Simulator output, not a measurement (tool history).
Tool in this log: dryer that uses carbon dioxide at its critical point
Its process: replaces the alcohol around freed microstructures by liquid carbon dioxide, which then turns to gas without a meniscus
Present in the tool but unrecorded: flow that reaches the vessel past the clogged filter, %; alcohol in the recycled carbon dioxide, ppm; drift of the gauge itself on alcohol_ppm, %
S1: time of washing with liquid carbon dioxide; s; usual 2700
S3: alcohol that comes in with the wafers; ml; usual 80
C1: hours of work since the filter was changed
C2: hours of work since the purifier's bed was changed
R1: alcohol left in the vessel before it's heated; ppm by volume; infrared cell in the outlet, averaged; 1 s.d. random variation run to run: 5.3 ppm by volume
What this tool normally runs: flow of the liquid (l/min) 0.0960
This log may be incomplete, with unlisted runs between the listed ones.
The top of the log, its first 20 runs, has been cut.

-- hour=1021.8 inlet filter changed
run 21 hour=1050.7 | S1=3600 flow_of_the_liquid_(l/min)=0.0892 S3=113 | C1=20 C2=55 | R1=56
run 22 hour=1101.2 | S1=2640 flow_of_the_liquid_(l/min)=0.1293 S3=36 | C1=54 C2=89 | R1=42
run 23 hour=1129.5 | S1=2160 flow_of_the_liquid_(l/min)=0.0682 S3=80 | C1=73 C2=108 | R1=2993
run 24 hour=1166.1 | S1=1800 flow_of_the_liquid_(l/min)=0.0956 S3=99 | C1=98 C2=133 | R1=1919
run 25 hour=1231.6 | S1=1800 flow_of_the_liquid_(l/min)=0.0956 S3=46 | C1=142 C2=178 | R1=1001
run 26 hour=1284.7 | S1=2700 flow_of_the_liquid_(l/min)=0.1069 S3=36 | C1=178 C2=214 | R1=112
run 27 hour=1330.4 | S1=2700 flow_of_the_liquid_(l/min)=0.1069 S3=36 | C1=209 C2=244 | R1=139
-- hour=1360.8 inlet filter changed
run 28 hour=1368.6 | S1=2700 flow_of_the_liquid_(l/min)=0.0960 S3=40 | C1=5 C2=270 | R1=160
run 29 hour=1419.1 | S1=2700 flow_of_the_liquid_(l/min)=0.0808 S3=65 | C1=40 C2=304 | R1=438
run 30 hour=1480.3 | S1=3540 flow_of_the_liquid_(l/min)=0.0709 S3=22 | C1=81 C2=345 | R1=170

What if the next run were any one of these 5? Each begins from the tool's condition after run 30:
run A hour=1511.0 | S1=2760 flow_of_the_liquid_(l/min)=0.0760 S3=22 | C1=102 C2=366 | R1=?
run B hour=1511.0 | S1=2400 flow_of_the_liquid_(l/min)=0.0709 S3=22 | C1=102 C2=366 | R1=?
run C hour=1511.0 | S1=2100 flow_of_the_liquid_(l/min)=0.0921 S3=52 | C1=102 C2=366 | R1=?
run D hour=1511.0 | S1=2280 flow_of_the_liquid_(l/min)=0.0709 S3=22 | C1=102 C2=366 | R1=?
run E hour=1511.0 | S1=3180 flow_of_the_liquid_(l/min)=0.0709 S3=25 | C1=102 C2=366 | R1=?

run=A R1=293
run=B R1=600
run=C R1=715
run=D R1=722
run=E R1=253
What these runs would have given with no unlogged condition in the tool:
run=A R1=131
run=B R1=386
run=C R1=462
run=D R1=488
run=E R1=97
